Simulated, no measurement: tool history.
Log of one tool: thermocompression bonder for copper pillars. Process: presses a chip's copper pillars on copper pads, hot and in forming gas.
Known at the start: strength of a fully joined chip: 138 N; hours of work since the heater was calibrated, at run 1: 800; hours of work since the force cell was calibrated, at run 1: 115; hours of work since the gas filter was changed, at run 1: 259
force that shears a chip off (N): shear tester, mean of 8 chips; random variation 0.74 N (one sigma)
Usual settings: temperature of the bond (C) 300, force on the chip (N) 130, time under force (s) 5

run	hour	temperature of the bond (C)	force on the chip (N)	time under force (s)	hours of work since the heater was calibrated	hours of work since the force cell was calibrated	hours of work since the gas filter was changed	force that shears a chip off (N)
1	0	300	130	5	800	115	259	53.2
2	4.8	300	130	5	803	118	261	54
3	15	300	130	5	808	123	267	53.6
4	22.1	300	130	5	813	127	271	54.9
5	31.7	300	130	5	818	133	277	54.5
6	39	300	130	5	822	137	281	53
7	44.4	300	130	5	825	140	284	54.1
8	53.6	300	130	5	831	145	289	53.4
9	59.4	300	130	5	834	149	292	53.3
10	66.4	300	130	7	838	153	296	60.9
11	76.6	300	130	7	844	158	302	59.8
12	81.4	307	130	5	846	161	305	57.8
13	86.7	307	130	5	849	164	308	57.5
# hour 90.8: heater calibrated with a thermocouple chip
14	98.9	317	130	5	5	170	314	65.1
15	106.3	300	130	5	9	174	318	53.5
16	110.9	300	130	5	11	177	321	54.4
17	116.1	300	130	5	14	180	324	54.7
18	125.3	300	130	5	20	185	329	53.8
19	132.5	300	130	5	24	189	333	54.2
20	137.5	300	130	5	27	192	336	53.8
21	142.3	303	149	5	29	195	339	62.7
22	152.2	297	149	12	35	200	344	80
23	160.6	297	149	12	40	205	349	79
24	167.7	291	182	5	44	209	353	65.8
25	178.3	291	182	5	50	215	359	65
26	187.9	291	182	5	55	221	365	66.4
27	192.4	300	98	6	58	223	367	45.8
28	199.9	311	141	10	62	228	371	80.6
29	206.2	287	175	8	66	231	375	73.1
30	213.8	288	90	5	70	236	379	32.3
31	223.3	278	130	3	76	241	385	34.1
32	232.6	278	130	3	81	246	390	33
33	242.1	289	86	5	86	252	396	32.1
34	248.8	289	86	5	90	256	399	32.3
35	255.1	278	86	5	94	259	403	28
36	264.2	278	132	3	99	264	408	34.5
37	272.7	296	164	5	104	269	413	63.5
38	279.1	296	164	5	107	273	417	63.4
39	288.7	276	164	5	113	278	422	49.8

How the hidden state differs across the entries between the runs, from the last listed run before each to the first after it:
Between runs 13 and 14: heater calibrated with a thermocouple chip (hour 90.8)
  true temperature of the bond over the reading, C: -0.5 -> 0

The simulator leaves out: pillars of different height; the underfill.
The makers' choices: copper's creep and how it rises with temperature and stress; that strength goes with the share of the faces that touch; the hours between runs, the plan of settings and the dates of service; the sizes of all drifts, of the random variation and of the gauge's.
